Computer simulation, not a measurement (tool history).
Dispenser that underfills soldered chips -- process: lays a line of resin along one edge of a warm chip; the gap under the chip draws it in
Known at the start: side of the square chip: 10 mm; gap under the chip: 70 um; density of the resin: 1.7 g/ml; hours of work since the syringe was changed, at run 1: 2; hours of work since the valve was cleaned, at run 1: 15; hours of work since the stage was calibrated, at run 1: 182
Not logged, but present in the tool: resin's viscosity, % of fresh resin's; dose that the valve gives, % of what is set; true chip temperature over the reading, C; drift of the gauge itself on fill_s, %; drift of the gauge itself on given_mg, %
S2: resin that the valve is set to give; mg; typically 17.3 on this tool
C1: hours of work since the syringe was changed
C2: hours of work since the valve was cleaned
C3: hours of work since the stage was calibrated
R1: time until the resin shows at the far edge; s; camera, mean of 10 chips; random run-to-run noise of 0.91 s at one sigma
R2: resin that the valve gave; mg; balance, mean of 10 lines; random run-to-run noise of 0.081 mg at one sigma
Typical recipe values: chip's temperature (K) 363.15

Run 1, hour 0: usual settings; C1 2; C2 15; C3 182. Result: R1 99.1 s, R2 17.07 mg.
Run 2, hour 8.4: usual settings; C1 7; C2 21; C3 188. Result: R1 132.4 s, R2 17.08 mg.
At hour 11.4: new syringe of resin.
Run 3, hour 15.6: usual settings but S2 17.9 mg; C1 3; C2 25; C3 192. Result: R1 101.8 s, R2 17.54 mg.
Run 4, hour 23.1: usual settings but chip's temperature (K) 355.15; C1 8; C2 30; C3 197. Result: R1 175 s, R2 16.96 mg.
At hour 25.4: new syringe of resin.
Run 5, hour 32.5: usual settings; C1 5; C2 36; C3 203. Result: R1 114.2 s, R2 16.78 mg.
At hour 39.8: new syringe of resin.
Run 6, hour 43.5: usual settings but S2 20.8 mg; C1 2; C2 43; C3 210. Result: R1 98.2 s, R2 20.15 mg.
Run 7, hour 48.5: usual settings but S2 20.8 mg; C1 6; C2 46; C3 213. Result: R1 117.9 s, R2 19.93 mg.
At hour 53.8: new syringe of resin.
Run 8, hour 55.9: usual settings but S2 18.3 mg; C1 1; C2 51; C3 218. Result: R1 96.4 s, R2 17.65 mg.
Run 9, hour 63.3: usual settings but S2 18.3 mg; C1 6; C2 55; C3 223. Result: R1 120.8 s, R2 17.54 mg.
At hour 67.8: new syringe of resin.
Run 10, hour 69.8: usual settings but S2 18.3 mg; C1 1; C2 59; C3 227. Result: R1 96.3 s, R2 17.36 mg.
Run 11, hour 79: usual settings but S2 18.3 mg; C1 7; C2 66; C3 233. Result: R1 130.8 s, R2 17.54 mg.
At hour 81.9: new syringe of resin.
Run 12, hour 84: usual settings but S2 18.3 mg; C1 1; C2 69; C3 236. Result: R1 95.7 s, R2 17.53 mg.
Run 13, hour 89.9: usual settings but chip's temperature (K) 378.15, S2 18.3 mg; C1 5; C2 72; C3 240. Result: R1 68.7 s, R2 17.34 mg.
At hour 96.1: new syringe of resin.
Run 14, hour 97.6: usual settings but S2 15.6 mg; C1 1; C2 77; C3 245. Result: R1 100.5 s, R2 14.68 mg.
Run 15, hour 103.5: usual settings but S2 15.6 mg; C1 5; C2 81; C3 248. Result: R1 119.9 s, R2 14.61 mg.
At hour 109.8: new syringe of resin.
Run 16, hour 109.8: usual settings but chip's temperature (K) 376.15, S2 15 mg; C1 0; C2 85; C3 252. Result: R1 62.9 s, R2 14.04 mg.
Run 17, hour 119: usual settings but chip's temperature (K) 364.15, S2 15.8 mg; C1 6; C2 91; C3 258. Result: R1 124.1 s, R2 14.67 mg.
At hour 124.1: new syringe of resin.
Run 18, hour 130: usual settings but chip's temperature (K) 373.15, S2 15.3 mg; C1 4; C2 98; C3 265. Result: R1 82.4 s, R2 14.17 mg.
Run 19, hour 134.9: usual settings but chip's temperature (K) 376.15, S2 19.9 mg; C1 7; C2 101; C3 269. Result: R1 83.2 s, R2 18.46 mg.
At hour 138.6: new syringe of resin.
Run 20, hour 143.6: usual settings but chip's temperature (K) 349.15, S2 19.9 mg; C1 3; C2 107; C3 274. Result: R1 170.6 s, R2 18.44 mg.
At hour 152.8: new syringe of resin.
Run 21, hour 154.3: usual settings but chip's temperature (K) 356.15; C1 1; C2 113; C3 281. Result: R1 125.2 s, R2 15.77 mg.
Run 22, hour 164.7: usual settings but chip's temperature (K) 356.15; C1 8; C2 120; C3 288. Result: R1 173.9 s, R2 15.84 mg.
At hour 166.6: new syringe of resin.
At hour 171.6: dispensing valve cleaned and set on the balance.
Run 23, hour 176.4: usual settings but chip's temperature (K) 359.15, S2 22 mg; C1 6; C2 3; C3 294. Result: R1 138 s, R2 21.98 mg.
At hour 181.5: new syringe of resin.
Run 24, hour 184: usual settings but chip's temperature (K) 357.15, S2 17.6 mg; C1 2; C2 8; C3 299. Result: R1 125.5 s, R2 17.52 mg.
Run 25, hour 193.8: usual settings but chip's temperature (K) 375.15, S2 15.3 mg; C1 8; C2 14; C3 305. Result: R1 98 s, R2 15.12 mg.
At hour 195.7: new syringe of resin.
Run 26, hour 203.2: usual settings but chip's temperature (K) 375.15, S2 15.3 mg; C1 5; C2 20; C3 311. Result: R1 82.6 s, R2 15.14 mg.
Run 27, hour 208: usual settings but chip's temperature (K) 372.15, S2 19.6 mg; C1 8; C2 23; C3 314. Result: R1 100.5 s, R2 19.12 mg.
At hour 210.2: new syringe of resin.
Run 28, hour 218.5: usual settings but chip's temperature (K) 372.15, S2 19.6 mg; C1 5; C2 30; C3 321. Result: R1 87.5 s, R2 19.14 mg.
At hour 224.4: new syringe of resin.
Run 29, hour 228: usual settings but chip's temperature (K) 349.15, S2 14.7 mg; C1 2; C2 36; C3 327. Result: R1 179.4 s, R2 14.34 mg.

Consider 4 possible next runs. They are alternatives, not a sequence: every one starts from the tool as it was left by run 29. What does each give?
Run A, hour 237.3: usual settings but chip's temperature (K) 358.15, S2 21.4 mg; C1 8; C2 42; C3 333. Result: R1 ?, R2 ?.
Run B, hour 237.3: usual settings but chip's temperature (K) 351.15, S2 21.7 mg; C1 8; C2 42; C3 333. Result: R1 ?, R2 ?.
Run C, hour 237.3: usual settings but chip's temperature (K) 349.15, S2 15.4 mg; C1 8; C2 42; C3 333. Result: R1 ?, R2 ?.
Run D, hour 237.3: usual settings but chip's temperature (K) 361.15, S2 18 mg; C1 8; C2 42; C3 333. Result: R1 ?, R2 ?.

run     R1     R2
  A  164.8  20.69
  B  216.5  21.13
  C  241.4     15
  D  151.4  17.42
Without the tool's hidden state the same runs would have given:
run     R1     R2
  A   99.4  21.33
  B  130.1  21.78
  C  143.9  15.46
  D     91  17.96
